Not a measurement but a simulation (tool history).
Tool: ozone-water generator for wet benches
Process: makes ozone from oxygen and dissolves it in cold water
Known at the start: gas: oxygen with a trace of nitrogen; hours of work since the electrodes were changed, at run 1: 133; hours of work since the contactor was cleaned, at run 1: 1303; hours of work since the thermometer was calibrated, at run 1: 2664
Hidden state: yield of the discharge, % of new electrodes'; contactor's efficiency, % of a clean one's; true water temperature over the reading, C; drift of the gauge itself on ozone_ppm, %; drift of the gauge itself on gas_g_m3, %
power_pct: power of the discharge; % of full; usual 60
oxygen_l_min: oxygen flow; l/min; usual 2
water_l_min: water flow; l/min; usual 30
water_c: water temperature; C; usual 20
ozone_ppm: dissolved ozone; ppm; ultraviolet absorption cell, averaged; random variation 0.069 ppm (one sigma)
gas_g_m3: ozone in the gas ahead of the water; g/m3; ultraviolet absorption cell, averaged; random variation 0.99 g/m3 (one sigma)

run,hour,power_pct,oxygen_l_min,water_l_min,water_c,hours of work since the electrodes were changed,hours of work since the contactor was cleaned,hours of work since the thermometer was calibrated,ozone_ppm,gas_g_m3
1,0,60,2,30,20,133,1303,2664,5.4,170.3
2,60.3,60,2,30,24,176,1346,2707,5.32,170.9
3,93.8,60,2,30,24,199,1370,2731,5.4,170.4
4,154.6,60,2,30,24,243,1414,2774,5.27,170.6
5,181.7,60,1.01,30,20,262,1433,2793,4.6,263.3
6,208.5,60,1.01,30,20,281,1452,2812,4.57,263.6
7,239.8,60,1.01,30,20,304,1475,2835,4.54,263.1
8,271.3,50,2,30,20,326,1497,2857,4.59,148.8
9,329.3,50,2,30,20,368,1538,2899,4.76,148.2
10,368.2,50,1.9,30,20,395,1566,2927,4.59,151.7
11,396.5,86,2,30,20,416,1586,2947,7.31,226
12,433.9,60,1.84,30,20,442,1613,2973,5.34,177.4
13,477,60,1.84,23,20,473,1644,3004,7.23,179
14,519.8,60,1.84,23,20,504,1674,3035,7.17,178.4
15,580.9,60,1.84,33,20,547,1718,3078,4.59,177.6
16,626.9,69,1.1,33,18,580,1751,3111,4.75,277.7
17,655.3,91,2,30,22,600,1771,3131,7.4,236.4
18,697.8,60,2.77,30,20,631,1802,3162,5.71,137
19,753.1,60,2.77,30,20,670,1841,3201,5.68,138.6

Forecast each of these 4 alternatives for the next run:
A,796.9,98,2.77,30,20,702,1872,3233,?,?
B,796.9,60,2.66,24,20,702,1872,3233,?,?
C,796.9,64,2,30,20,702,1872,3233,?,?
D,796.9,60,1.01,20,13,702,1872,3233,?,?

run,ozone_ppm,gas_g_m3
A,8.23,203.7
B,7.02,142.6
C,5.63,177.7
D,7.65,259.6
Without the tool's hidden state the same runs would have given:
run,ozone_ppm,gas_g_m3
A,8.59,206.5
B,7.28,143.9
C,5.85,179.5
D,7.92,262

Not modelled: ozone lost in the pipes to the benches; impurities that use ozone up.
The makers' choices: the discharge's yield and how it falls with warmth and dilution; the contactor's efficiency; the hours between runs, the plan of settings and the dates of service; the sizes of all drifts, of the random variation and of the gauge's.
